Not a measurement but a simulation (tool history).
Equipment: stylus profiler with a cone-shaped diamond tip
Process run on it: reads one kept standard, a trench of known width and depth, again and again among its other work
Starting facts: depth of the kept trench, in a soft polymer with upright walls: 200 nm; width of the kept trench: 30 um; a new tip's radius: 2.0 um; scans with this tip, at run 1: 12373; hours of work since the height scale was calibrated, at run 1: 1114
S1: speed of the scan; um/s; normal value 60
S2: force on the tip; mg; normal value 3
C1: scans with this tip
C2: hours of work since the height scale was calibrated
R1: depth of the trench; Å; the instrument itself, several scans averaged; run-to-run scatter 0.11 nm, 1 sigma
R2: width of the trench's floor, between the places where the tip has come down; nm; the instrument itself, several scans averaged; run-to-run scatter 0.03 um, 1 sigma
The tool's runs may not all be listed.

| run | day | S1 | S2 | C1 | C2 | R1 | R2 |
|---|---|---|---|---|---|---|---|
| 1 | 0 | 60 | 3 | 12373 | 1114 | 2013.2 | 27460 |
| 2 | 1.233 | 60 | 3 | 12632 | 1138 | 2012.8 | 27490 |
| 3 | 3.183 | 60 | 3 | 13042 | 1175 | 2013.3 | 27420 |
| 4 | 4.917 | 60 | 3 | 13406 | 1207 | 2010.5 | 27450 |
| 5 | 5.833 | 60 | 3 | 13599 | 1225 | 2012 | 27400 |
| 6 | 6.962 | 74 | 3 | 13836 | 1246 | 2011.5 | 27370 |
| 7 | 8.421 | 40 | 3 | 14142 | 1274 | 2012.2 | 27460 |
| 8 | 10.638 | 40 | 3 | 14609 | 1316 | 2010.2 | 27460 |
| 9 | 11.954 | 60 | 1.12 | 14886 | 1341 | 1998.3 | 27170 |
| 10 | 13.854 | 60 | 1.12 | 15285 | 1377 | 2000.2 | 27190 |
| 11 | 15.596 | 60 | 8.86 | 15651 | 1409 | 2032.7 | 27370 |
| 12 | 16.942 | 60 | 8.86 | 15934 | 1435 | 2035.3 | 27390 |
| 13 | 18.354 | 178 | 8.86 | 16231 | 1462 | 2033.6 | 27060 |
| 14 | 19.833 | 60 | 3 | 16541 | 1490 | 2007.2 | 27320 |
| 15 | 21.329 | 60 | 3 | 16856 | 1518 | 2009.3 | 27280 |
| 16 | 22.821 | 60 | 3.35 | 17170 | 1546 | 2010.6 | 27260 |
| 17 | 24.317 | 111 | 1.93 | 17484 | 1575 | 2001.8 | 26920 |
| 18 | 26.288 | 111 | 4.55 | 17898 | 1612 | 2015 | 27100 |
| 19 | 28.438 | 95 | 8.37 | 18350 | 1653 | 2030.6 | 27230 |
| 20 | 30.175 | 79 | 3.65 | 18715 | 1685 | 2011.5 | 27150 |
| 21 | 31.629 | 86 | 1.53 | 19021 | 1713 | 1997.2 | 26970 |
| 22 | 33.396 | 43 | 4.74 | 19392 | 1746 | 2014.1 | 27240 |
| 23 | 34.854 | 43 | 4.74 | 19698 | 1774 | 2014.6 | 27230 |
| 24 | 37.042 | 51 | 3.22 | 20158 | 1815 | 2006.9 | 27170 |
| 25 | 39.271 | 51 | 3.22 | 20627 | 1858 | 2006.9 | 27160 |
| 26 | 40.938 | 142 | 3 | 20977 | 1889 | 2004.2 | 26790 |
| 27 | 42.688 | 142 | 3 | 21345 | 1922 | 2003.7 | 26730 |
| 28 | 44.233 | 39 | 8.93 | 21670 | 1951 | 2030.7 | 27240 |
| 29 | 45.608 | 39 | 8.93 | 21960 | 1978 | 2031.2 | 27180 |

Here are 5 independent what-if runs from the current tool condition. What would each one return?
| A | 47.717 | 60 | 3.65 | 22403 | 2017 | ? | ? |
| B | 47.717 | 39 | 4 | 22403 | 2017 | ? | ? |
| C | 47.717 | 22 | 8.93 | 22403 | 2017 | ? | ? |
| D | 47.717 | 39 | 3 | 22403 | 2017 | ? | ? |
| E | 47.717 | 138 | 5.07 | 22403 | 2017 | ? | ? |

| run | R1 | R2 |
|---|---|---|
| A | 2006.3 | 27100 |
| B | 2008.2 | 27170 |
| C | 2028.7 | 27240 |
| D | 2001.4 | 27160 |
| E | 2013.7 | 26880 |
Stripped of hidden state, with their random variation kept, the same runs would have yielded:
| run | R1 | R2 |
|---|---|---|
| A | 2026.8 | 28070 |
| B | 2028.7 | 28130 |
| C | 2049.4 | 28210 |
| D | 2021.8 | 28130 |
| E | 2034.3 | 27840 |
